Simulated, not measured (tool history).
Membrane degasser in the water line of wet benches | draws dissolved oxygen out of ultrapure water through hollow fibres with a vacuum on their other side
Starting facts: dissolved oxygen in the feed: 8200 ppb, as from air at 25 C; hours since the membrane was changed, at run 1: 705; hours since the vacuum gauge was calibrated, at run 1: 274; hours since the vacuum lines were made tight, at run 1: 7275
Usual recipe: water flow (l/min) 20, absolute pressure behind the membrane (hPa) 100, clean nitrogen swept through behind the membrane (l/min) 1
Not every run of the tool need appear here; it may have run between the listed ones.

| run | hour | water flow (l/min) | absolute pressure behind the membrane (hPa) | clean nitrogen swept through behind the membrane (l/min) | hours since the membrane was changed | hours since the vacuum gauge was calibrated | hours since the vacuum lines were made tight | dissolved oxygen in the water behind the degasser (ppb) | pressure that the water loses in the fibres (hPa) |
|---|---|---|---|---|---|---|---|---|---|
| 1 | 0 | 20 | 100 | 1 | 705 | 274 | 7275 | 327 | 594 |
| 2 | 26.6 | 20 | 100 | 1 | 732 | 301 | 7302 | 327.7 | 595.3 |
| 3 | 59.8 | 20 | 100 | 1 | 765 | 334 | 7335 | 329.6 | 597.5 |
| 4 | 89.1 | 20 | 157 | 1 | 794 | 363 | 7364 | 556.9 | 597.1 |
| 5 | 124.8 | 14 | 100 | 1 | 830 | 399 | 7400 | 227.1 | 419.4 |
| 6 | 163.5 | 20 | 100 | 1 | 869 | 438 | 7439 | 330.5 | 594.9 |
| 7 | 211.4 | 20 | 100 | 1 | 917 | 486 | 7487 | 331.7 | 595.1 |
| 8 | 246 | 20 | 78 | 1 | 951 | 520 | 7521 | 238 | 591.4 |
| 9 | 300.9 | 20 | 78 | 1 | 1006 | 575 | 7576 | 238.4 | 598.8 |
| 10 | 341.8 | 20 | 78 | 1 | 1047 | 616 | 7617 | 237.1 | 592.3 |
| 11 | 386.6 | 20 | 78 | 1 | 1092 | 661 | 7662 | 238.2 | 592.3 |
| 12 | 432.9 | 20 | 78 | 1 | 1138 | 707 | 7708 | 237.3 | 601.5 |
| 13 | 481.2 | 20 | 78 | 1 | 1187 | 755 | 7757 | 237.3 | 591.8 |
| 14 | 507.6 | 20 | 78 | 0.43 | 1213 | 782 | 7783 | 435.7 | 595.4 |
| 15 | 548.9 | 20 | 78 | 0.43 | 1254 | 823 | 7824 | 435.1 | 597.2 |
| 16 | 596.9 | 20 | 78 | 1.05 | 1302 | 871 | 7872 | 230.8 | 593.3 |
| 17 | 651.1 | 13 | 139 | 1.05 | 1356 | 925 | 7926 | 312.3 | 388.9 |
| 18 | 677.7 | 20 | 244 | 1 | 1383 | 952 | 7953 | 893 | 594.3 |
| 19 | 716.1 | 20 | 90 | 1 | 1421 | 990 | 7991 | 291 | 594.4 |
| 20 | 752.5 | 13 | 100 | 2.4 | 1458 | 1027 | 8028 | 98.1 | 388.3 |
| 21 | 782.1 | 30 | 100 | 1 | 1487 | 1056 | 8057 | 522.6 | 898.5 |
| 22 | 834.4 | 30 | 107 | 0.82 | 1540 | 1109 | 8110 | 639.8 | 897.4 |
| 23 | 870.7 | 21 | 86 | 0.94 | 1576 | 1145 | 8146 | 303.1 | 627.1 |
| 24 | 901.5 | 13 | 121 | 0.86 | 1607 | 1176 | 8177 | 311.3 | 385.8 |
| 25 | 948.7 | 13 | 213 | 1.74 | 1654 | 1223 | 8224 | 327.3 | 389.4 |
| 26 | 983.1 | 31 | 207 | 1.52 | 1688 | 1257 | 8258 | 841 | 926.4 |
| 27 | 1033 | 18 | 79 | 1 | 1738 | 1307 | 8308 | 214.7 | 532.6 |
| 28 | 1089.4 | 18 | 79 | 1 | 1795 | 1363 | 8365 | 214.7 | 538.2 |
| 29 | 1122.4 | 18 | 148 | 1 | 1828 | 1396 | 8398 | 475.8 | 539.6 |
| 30 | 1158.8 | 14 | 156 | 1.46 | 1864 | 1433 | 8434 | 288.5 | 420.2 |
| 31 | 1202.4 | 14 | 156 | 1.46 | 1908 | 1477 | 8478 | 287.7 | 415.7 |
| 32 | 1226.1 | 24 | 100 | 1.64 | 1931 | 1500 | 8501 | 288.4 | 722.5 |

How would selected steps in dissolved oxygen in the water behind the degasser (ppb) from run to run divide? Give the signed amount a tool lacking its hidden state would still show from settings, what came in and random variation, and the signed amount left for the hidden state, including any gauge scatter that is not in both of the compared results.
The hidden state here: membrane still open, %; true pressure behind the membrane over the reading, kPa; air that leaks in behind the membrane, l/min; drift of the gauge itself on oxygen_ppb, %; drift of the gauge itself on loss_of_pressure_kpa, %.
Run 17 -> 18: water flow (l/min) 13 -> 20, absolute pressure behind the membrane (hPa) 139 -> 244, clean nitrogen swept through behind the membrane (l/min) 1.05 -> 1. dissolved oxygen in the water behind the degasser (ppb) +580.7: hidden state +3.3, all else +577.4.
Run 18 -> 19: absolute pressure behind the membrane (hPa) 244 -> 90. dissolved oxygen in the water behind the degasser (ppb) -602: hidden state -3.7, all else -598.3.
Run 20 -> 21: water flow (l/min) 13 -> 30, clean nitrogen swept through behind the membrane (l/min) 2.4 -> 1. dissolved oxygen in the water behind the degasser (ppb) +424.5: hidden state +5.4, all else +419.1.
Run 26 -> 27: water flow (l/min) 31 -> 18, absolute pressure behind the membrane (hPa) 207 -> 79, clean nitrogen swept through behind the membrane (l/min) 1.52 -> 1. dissolved oxygen in the water behind the degasser (ppb) -626.3: hidden state -3.9, all else -622.4.
